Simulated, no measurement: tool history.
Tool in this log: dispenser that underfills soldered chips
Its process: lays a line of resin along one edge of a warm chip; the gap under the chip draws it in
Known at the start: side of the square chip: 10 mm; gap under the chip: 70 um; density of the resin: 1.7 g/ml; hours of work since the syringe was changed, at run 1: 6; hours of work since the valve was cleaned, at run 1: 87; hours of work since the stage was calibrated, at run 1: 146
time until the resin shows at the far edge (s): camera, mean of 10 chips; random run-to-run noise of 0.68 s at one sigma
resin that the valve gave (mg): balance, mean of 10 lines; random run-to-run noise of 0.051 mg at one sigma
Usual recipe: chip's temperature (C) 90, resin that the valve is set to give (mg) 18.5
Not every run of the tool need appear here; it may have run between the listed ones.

run,hour,chip's temperature (C),resin that the valve is set to give (mg),hours of work since the syringe was changed,hours of work since the valve was cleaned,hours of work since the stage was calibrated,time until the resin shows at the far edge (s),resin that the valve gave (mg)
1,0.0,90,18.5,6,87,146,84.6,17.86
# hour 8.5: new syringe of resin
2,8.5,90,18.5,0,93,151,64.2,17.76
3,15.4,90,18.5,4,97,155,77.5,17.76
# hour 22.1: dispensing valve cleaned and set on the balance
4,22.8,90,18.5,8,0,159,93.1,18.40
# hour 27.9: new syringe of resin
5,30.6,90,18.5,2,5,164,68.5,18.48
6,39.8,98,18.5,7,11,169,68.7,18.45
7,44.7,98,18.5,10,14,173,81.1,18.37
# hour 47.0: new syringe of resin
8,50.0,98,18.5,2,17,176,55.6,18.50
9,56.5,98,18.5,6,21,180,65.7,18.42
10,60.4,98,16.1,8,23,182,74.9,15.94
# hour 65.7: new syringe of resin
11,69.5,90,18.5,2,29,187,73.6,18.32
12,77.7,90,18.5,7,34,193,92.4,18.37
# hour 84.4: new syringe of resin
13,85.1,90,18.5,0,38,197,65.1,18.30
14,93.8,90,18.5,6,43,202,83.6,18.18
15,99.8,90,18.5,9,47,206,100.0,18.19
# hour 103.0: new syringe of resin
16,109.6,90,18.5,4,53,212,81.1,18.17
17,114.1,90,18.5,7,56,215,90.0,18.10
18,119.9,90,17.5,10,59,218,109.2,17.11
# hour 121.4: new syringe of resin
19,126.0,76,16.2,3,63,222,122.4,15.83
20,130.1,76,16.2,5,66,224,137.5,15.82
21,137.6,85,20.5,10,70,229,121.2,19.95
# hour 140.3: new syringe of resin
22,147.1,87,20.0,4,76,235,86.1,19.50
23,153.4,90,17.9,8,80,238,94.8,17.36
24,158.2,90,17.9,11,83,241,112.4,17.31
# hour 158.9: new syringe of resin
25,166.0,82,17.4,4,87,246,108.1,16.86
26,174.0,85,20.9,9,92,251,118.3,20.21
# hour 177.7: new syringe of resin
27,183.3,80,21.9,3,98,257,107.1,21.15
# hour 188.3: dispensing valve cleaned and set on the balance
28,188.3,96,16.7,6,0,259,71.2,16.70
# hour 197.4: new syringe of resin
29,198.3,81,16.3,1,6,265,93.1,16.31
30,204.5,81,16.3,4,10,269,113.4,16.29
31,213.9,81,16.3,10,16,275,149.3,16.17
# hour 216.0: new syringe of resin
32,223.1,90,18.9,4,21,280,79.8,18.74
33,228.8,91,22.7,8,25,284,91.6,22.44
34,233.0,81,19.0,11,27,286,146.5,18.85
# hour 234.6: new syringe of resin
35,237.5,81,19.0,2,30,289,94.8,18.81
36,244.4,90,21.2,6,34,293,83.5,21.02

Below, some changes in time until the resin shows at the far edge (s) between adjacent runs. For each, the amount present without the hidden state too (settings, incoming material, random variation) and the amount remaining for the hidden state with gauge scatter not shared by both compared results:
The tool's hidden condition here consists of: resin's viscosity, % of fresh resin's; dose that the valve gives, % of what is set; true chip temperature over the reading, C; drift of the gauge itself on fill_s, %; drift of the gauge itself on given_mg, %.
Run 30 -> 31: no setting changed, nothing entered. time until the resin shows at the far edge (s) +35.9: hidden state +36.2, all else -0.3.
Run 31 -> 32: chip's temperature (C) 81 -> 90, resin that the valve is set to give (mg) 16.3 -> 18.9, new syringe of resin. time until the resin shows at the far edge (s) -69.5: hidden state -44.2, all else -25.3.
Run 33 -> 34: chip's temperature (C) 91 -> 81, resin that the valve is set to give (mg) 22.7 -> 19.0. time until the resin shows at the far edge (s) +54.9: hidden state +31.4, all else +23.5.
Run 34 -> 35: new syringe of resin. time until the resin shows at the far edge (s) -51.7: hidden state -52.3, all else +0.6.

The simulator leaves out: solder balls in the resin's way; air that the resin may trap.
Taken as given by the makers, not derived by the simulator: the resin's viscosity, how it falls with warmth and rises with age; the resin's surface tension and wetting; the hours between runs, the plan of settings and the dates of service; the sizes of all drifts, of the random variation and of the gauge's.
